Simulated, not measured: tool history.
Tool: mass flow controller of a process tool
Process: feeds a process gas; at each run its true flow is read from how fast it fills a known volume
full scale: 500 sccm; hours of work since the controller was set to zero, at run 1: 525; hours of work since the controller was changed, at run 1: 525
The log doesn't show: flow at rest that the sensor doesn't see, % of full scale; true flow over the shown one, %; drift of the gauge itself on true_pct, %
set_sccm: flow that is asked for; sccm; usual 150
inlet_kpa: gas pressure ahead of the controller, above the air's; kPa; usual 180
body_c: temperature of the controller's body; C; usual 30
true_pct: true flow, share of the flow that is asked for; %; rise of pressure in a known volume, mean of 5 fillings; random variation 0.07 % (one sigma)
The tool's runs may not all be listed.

run     day  set_sccm  inlet_kpa  body_c  hours of work since the controller was set to zero  hours of work since the controller was changed  true_pct
  1       0       150        180      30                                                 525                                             525     98.29
  2   5.104       150        186      30                                                 572                                             572     98.36
  3  11.833       150        180      30                                                 633                                             633      98.3
  4  17.988       150        180      30                                                 690                                             690     98.21
  5  21.925       150        180      30                                                 726                                             726     98.16
  6  27.646       150        180      30                                                 778                                             778     98.16
  7  32.654       150        163      29                                                 824                                             824     98.22
  8  39.654       150        163      29                                                 888                                             888     98.11
  9  46.933       150        163      28                                                 954                                             954     98.16
 10  53.962       150        163      28                                                1018                                            1018     98.17
 11  57.208       142        188      29                                                1048                                            1048     97.88
 12  63.708       150        180      36                                                1107                                            1107     97.23

5 ways to go on from here, each from the tool as it stands after run 12. What would each give?
  A  67.642       383        207      35                                                1143                                            1143         ?
  B  67.642        55        180      30                                                1143                                            1143         ?
  C  67.642       150        180      24                                                1143                                            1143         ?
  D  67.642       313        192      36                                                1143                                            1143         ?
  E  67.642       364        179      24                                                1143                                            1143         ?

run  true_pct
  A     98.12
  B     97.58
  C     98.36
  D     97.83
  E     99.22
Without the tool's hidden state the same runs would have given:
run  true_pct
  A     98.65
  B      98.1
  C     98.89
  D     98.36
  E     99.76

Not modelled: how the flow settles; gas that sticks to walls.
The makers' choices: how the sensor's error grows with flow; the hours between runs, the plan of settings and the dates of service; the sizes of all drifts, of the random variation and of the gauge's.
